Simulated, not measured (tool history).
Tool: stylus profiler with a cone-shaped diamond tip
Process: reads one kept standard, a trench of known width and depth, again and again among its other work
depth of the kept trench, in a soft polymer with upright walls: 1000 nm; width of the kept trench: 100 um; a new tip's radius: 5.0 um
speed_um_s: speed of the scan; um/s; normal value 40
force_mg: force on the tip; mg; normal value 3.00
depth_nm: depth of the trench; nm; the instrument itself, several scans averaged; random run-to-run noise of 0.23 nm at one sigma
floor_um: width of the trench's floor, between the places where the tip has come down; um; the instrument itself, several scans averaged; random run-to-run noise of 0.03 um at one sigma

run      day  speed_um_s  force_mg  depth_nm  floor_um
  1    0.000          40      3.00   1015.66     91.43
  2    3.283          40      3.00   1016.07     91.41
  3    6.700          40      3.00   1016.27     91.44
  4   10.583          40      3.00   1016.35     91.34
  5   12.621          40      1.94   1012.17     91.26
  6   14.771          40      3.00   1016.20     91.30
  7   16.962          40      3.00   1016.15     91.23
  8   20.962          40      3.00   1016.36     91.21
  9   25.483          58      3.00   1016.38     91.11
 10   29.204          58      3.00   1016.68     91.07
 11   33.867          58      4.34   1020.89     91.04
 12   38.350          58      4.34   1020.85     91.00
 13   41.625          58      4.34   1020.97     90.95
 14   44.696          40      3.00   1017.20     90.90
 15   47.921          40      1.63   1011.73     90.89
 16   50.238          40      1.63   1011.99     90.88
 17   54.825          25      3.00   1016.88     90.90
 18   56.750          25      3.00   1017.09     90.84
 19   58.938          61      3.00   1017.20     90.72
 20   63.429          40      3.00   1017.58     90.70
 21   67.750          40      3.00   1017.52     90.70
 22   70.008          16      3.00   1017.55     90.75
 23   72.162          73      3.00   1017.74     90.50
 24   75.188          53      1.16   1010.45     90.52
 25   78.892          10      6.05   1026.74     90.70
      79.233  -- height scale calibrated on a step standard
 26   82.188          16      2.42   1017.58     90.56
 27   84.417          16      2.42   1017.49     90.59
 28   87.942          63      6.82   1030.58     90.44
 29   92.471          73      1.57   1014.29     90.23
 30   96.504          33      3.04   1019.91     90.32
      97.758  -- height scale calibrated on a step standard, once more
 31  100.596          10      3.04   1015.11     90.44
 32  103.300         127      2.68   1013.78     90.00
 33  105.267          11      2.39   1012.83     90.33
 34  108.204          11      2.39   1012.89     90.34
 35  111.483         154      2.39   1012.83     89.76
 36  113.912          99      8.27   1029.43     90.14
 37  117.479          11      5.64   1022.90     90.28
 38  119.704         116      1.07   1007.75     89.65
 39  122.683         116      1.07   1007.39     89.61
 40  125.250          14      5.49   1022.61     90.22
 41  129.329          14      5.49   1022.91     90.16
 42  133.983          41      4.35   1019.47     90.02
 43  137.654          41      4.35   1019.58     90.00
 44  140.638          28      8.66   1031.27     90.02
 45  142.804          55      5.73   1023.75     89.94
 46  145.571         139      8.09   1030.00     89.74

Results for each run, recomputed without the tool's hidden state and with each run's random variation untouched:
Hidden state present: radius of the tip, um; height scale over the true one, %; drift of the gauge itself on depth_nm, %; drift of the gauge itself on floor_um, %.
run  depth_nm  floor_um
  1   1014.74     93.84
  2   1015.08     93.86
  3   1015.20     93.93
  4   1015.20     93.88
  5   1010.98     93.82
  6   1014.95     93.89
  7   1014.86     93.84
  8   1014.98     93.86
  9   1014.90     93.82
 10   1015.13     93.83
 11   1019.24     93.85
 12   1019.10     93.86
 13   1019.14     93.84
 14   1015.31     93.83
 15   1009.78     93.85
 16   1010.00     93.87
 17   1014.79     93.94
 18   1014.95     93.91
 19   1015.01     93.82
 20   1015.28     93.84
 21   1015.13     93.89
 22   1015.11     93.96
 23   1015.26     93.74
 24   1007.92     93.79
 25   1024.09     94.00
 26   1013.23     93.91
 27   1013.09     93.95
 28   1026.05     93.84
 29   1009.73     93.68
 30   1015.24     93.81
 31   1015.40     93.98
 32   1014.01     93.56
 33   1013.02     93.91
 34   1013.01     93.95
 35   1012.88     93.40
 36   1029.44     93.81
 37   1022.82     93.99
 38   1007.62     93.38
 39   1007.20     93.37
 40   1022.36     94.00
 41   1022.57     93.99
 42   1019.04     93.90
 43   1019.06     93.91
 44   1030.68     93.96
 45   1023.11     93.90
 46   1029.29     93.73
